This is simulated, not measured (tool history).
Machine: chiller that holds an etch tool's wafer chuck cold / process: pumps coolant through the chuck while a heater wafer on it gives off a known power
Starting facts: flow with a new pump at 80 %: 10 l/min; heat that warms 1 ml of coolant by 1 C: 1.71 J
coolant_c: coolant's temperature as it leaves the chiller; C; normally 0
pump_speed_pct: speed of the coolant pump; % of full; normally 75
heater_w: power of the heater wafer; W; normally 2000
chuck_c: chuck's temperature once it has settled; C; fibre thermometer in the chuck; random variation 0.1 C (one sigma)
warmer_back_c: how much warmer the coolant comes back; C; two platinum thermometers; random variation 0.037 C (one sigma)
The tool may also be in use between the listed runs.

| run | hour | coolant_c | pump_speed_pct | heater_w | chuck_c | warmer_back_c |
|---|---|---|---|---|---|---|
| 1 | 0.0 | 0 | 75 | 2000 | 24.2 | 7.52 |
| 2 | 130.2 | -5 | 75 | 2000 | 19.5 | 7.58 |
| 3 | 260.8 | 0 | 75 | 2000 | 24.5 | 7.70 |
| 4 | 390.9 | 0 | 75 | 2000 | 24.9 | 7.73 |
| 5 | 513.5 | 0 | 75 | 2000 | 24.9 | 7.61 |
| 6 | 643.6 | 0 | 75 | 2000 | 25.2 | 7.69 |
| 7 | 751.2 | 0 | 75 | 2000 | 25.1 | 7.77 |
| 8 | 826.9 | 0 | 75 | 2000 | 25.4 | 7.74 |
| 9 | 922.2 | 0 | 75 | 2210 | 24.0 | 8.61 |
| 10 | 1045.5 | 0 | 75 | 2210 | 24.4 | 8.56 |
| 11 | 1189.2 | 0 | 75 | 2000 | 21.9 | 7.86 |
| 12 | 1322.7 | 0 | 75 | 2000 | 22.1 | 7.89 |
| 13 | 1457.8 | 0 | 75 | 2000 | 22.3 | 7.83 |
| 14 | 1557.3 | 0 | 62 | 2000 | 25.1 | 9.54 |
| 15 | 1703.9 | 0 | 75 | 2000 | 22.7 | 7.93 |
| 16 | 1837.0 | 9 | 75 | 2000 | 31.9 | 7.99 |
| 17 | 1961.5 | 3 | 79 | 1962 | 24.7 | 7.44 |
| 18 | 2036.1 | 3 | 79 | 1962 | 24.9 | 7.40 |
| 19 | 2118.5 | 3 | 66 | 1097 | 16.2 | 4.99 |
| 20 | 2250.3 | -9 | 75 | 1591 | 9.1 | 6.37 |
| 21 | 2370.7 | -9 | 75 | 1591 | 9.4 | 6.37 |
| 22 | 2474.9 | -4 | 75 | 2000 | 19.3 | 8.07 |
| 23 | 2540.8 | -4 | 75 | 2000 | 19.4 | 8.09 |
| 24 | 2665.9 | -5 | 75 | 2000 | 18.6 | 8.12 |
| 25 | 2787.9 | -5 | 75 | 2000 | 18.9 | 8.06 |
| 26 | 2888.7 | -5 | 94 | 1616 | 11.8 | 5.27 |
| 27 | 3036.1 | -2 | 71 | 2000 | 22.9 | 8.71 |
| 28 | 3178.0 | 0 | 88 | 2218 | 24.9 | 7.78 |
| 29 | 3294.5 | 0 | 88 | 2218 | 26.5 | 7.81 |
| 30 | 3396.7 | -7 | 62 | 1493 | 14.7 | 7.52 |
| 31 | 3475.0 | -7 | 62 | 1493 | 13.6 | 6.83 |

Not shown: 3 entries that the log had between the listed runs. Between which runs, and how does the tool's hidden state differ before and after?
After run 8, before run 9: coolant changed, channels flushed (hour 894.1)
  heat passed by the chuck's channels, % of clean ones': 83.2 -> 99.8; flow at a given pump speed, % of a new pump's: 96.6 -> 96.4; coolant's true temperature over the reading, C: -0.94 -> -0.96
  what was measured, less what the result would be without the hidden state, chuck_c: +3.2 -> -0.5 C; warmer_back_c: +0.26 -> +0.31 C
After run 28, before run 29: chiller's thermometer calibrated (hour 3287.2)
  heat passed by the chuck's channels, % of clean ones': 87.8 -> 87.1; flow at a given pump speed, % of a new pump's: 91.1 -> 90.9; coolant's true temperature over the reading, C: -1.56 -> -0.04
  what was measured, less what the result would be without the hidden state, chuck_c: +2.3 -> +4.0 C; warmer_back_c: +0.68 -> +0.71 C
After run 30, before run 31: coolant pump overhauled (hour 3421.6)
  heat passed by the chuck's channels, % of clean ones': 86.6 -> 86.1; flow at a given pump speed, % of a new pump's: 90.6 -> 99.6; coolant's true temperature over the reading, C: -0.07 -> -0.08
  what was measured, less what the result would be without the hidden state, chuck_c: +3.3 -> +2.3 C; warmer_back_c: +0.70 -> +0.03 C

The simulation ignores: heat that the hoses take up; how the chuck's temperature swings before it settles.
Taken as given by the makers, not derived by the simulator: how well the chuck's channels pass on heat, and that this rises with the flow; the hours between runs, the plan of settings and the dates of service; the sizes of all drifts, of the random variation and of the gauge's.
